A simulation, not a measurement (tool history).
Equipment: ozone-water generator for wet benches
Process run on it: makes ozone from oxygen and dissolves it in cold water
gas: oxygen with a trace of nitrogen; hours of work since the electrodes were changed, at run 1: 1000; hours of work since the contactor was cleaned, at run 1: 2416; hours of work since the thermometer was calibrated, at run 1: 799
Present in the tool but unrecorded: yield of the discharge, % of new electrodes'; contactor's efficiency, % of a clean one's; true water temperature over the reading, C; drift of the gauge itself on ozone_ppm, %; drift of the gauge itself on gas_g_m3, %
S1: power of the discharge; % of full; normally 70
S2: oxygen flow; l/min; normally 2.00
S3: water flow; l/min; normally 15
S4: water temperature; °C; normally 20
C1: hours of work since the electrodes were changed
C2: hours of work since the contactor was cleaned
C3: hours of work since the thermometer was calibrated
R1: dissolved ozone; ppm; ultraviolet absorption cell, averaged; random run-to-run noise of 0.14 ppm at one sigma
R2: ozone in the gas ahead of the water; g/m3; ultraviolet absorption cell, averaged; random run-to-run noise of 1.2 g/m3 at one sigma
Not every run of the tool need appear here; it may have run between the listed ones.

Run 1, hour 0.0: usual settings; C1 1000; C2 2416; C3 799. Result: R1 15.4 ppm, R2 211.3 g/m3.
Run 2, hour 47.9: usual settings; C1 1043; C2 2459; C3 842. Result: R1 15.4 ppm, R2 210.3 g/m3.
Run 3, hour 134.0: usual settings; C1 1120; C2 2536; C3 919. Result: R1 15.1 ppm, R2 208.4 g/m3.
Run 4, hour 188.0: usual settings; C1 1169; C2 2584; C3 968. Result: R1 14.9 ppm, R2 209.7 g/m3.
Run 5, hour 249.3: usual settings; C1 1224; C2 2640; C3 1023. Result: R1 15.5 ppm, R2 210.5 g/m3.
At hour 256.7: water thermometer calibrated.
Run 6, hour 326.9: usual settings but S1 41 % of full, S2 1.31 l/min, S3 16 l/min, S4 19 °C; C1 1293; C2 2709; C3 63. Result: R1 8.8 ppm, R2 176.1 g/m3.
Run 7, hour 393.3: usual settings but S1 41 % of full, S2 1.31 l/min, S3 16 l/min, S4 19 °C; C1 1353; C2 2768; C3 123. Result: R1 9.0 ppm, R2 176.0 g/m3.
Run 8, hour 432.4: usual settings but S1 86 % of full, S2 2.10 l/min, S3 22 l/min; C1 1388; C2 2803; C3 158. Result: R1 12.7 ppm, R2 238.3 g/m3.
At hour 450.0: water thermometer calibrated, once more.
Run 9, hour 522.0: usual settings but S1 67 % of full, S2 2.10 l/min, S3 22 l/min; C1 1468; C2 2884; C3 65. Result: R1 10.2 ppm, R2 193.2 g/m3.
Run 10, hour 559.4: usual settings but S1 65 % of full, S2 3.25 l/min, S3 9 l/min, S4 16 °C; C1 1502; C2 2917; C3 98. Result: R1 20.4 ppm, R2 139.4 g/m3.

Take each entry between the runs: how does the hidden state at the last listed run before it differ from the hidden state at the first listed run after it?
From run 5 to run 6: water thermometer calibrated (hour 256.7)
  yield of the discharge, % of new electrodes': 93.7 -> 93.4; contactor's efficiency, % of a clean one's: 86 -> 85.7; true water temperature over the reading, C: 0.29 -> 0.4
  the result without the hidden state subtracted from the measured one, R1: -2.0 -> -0.9 ppm; R2: -14.0 -> -6.6 g/m3
From run 8 to run 9: water thermometer calibrated, once more (hour 450.0)
  yield of the discharge, % of new electrodes': 92.9 -> 92.5; contactor's efficiency, % of a clean one's: 85.2 -> 84.9; true water temperature over the reading, C: 0.42 -> 0.03
  the result without the hidden state subtracted from the measured one, R1: -2.2 -> -1.7 ppm; R2: -21.7 -> -15.0 g/m3

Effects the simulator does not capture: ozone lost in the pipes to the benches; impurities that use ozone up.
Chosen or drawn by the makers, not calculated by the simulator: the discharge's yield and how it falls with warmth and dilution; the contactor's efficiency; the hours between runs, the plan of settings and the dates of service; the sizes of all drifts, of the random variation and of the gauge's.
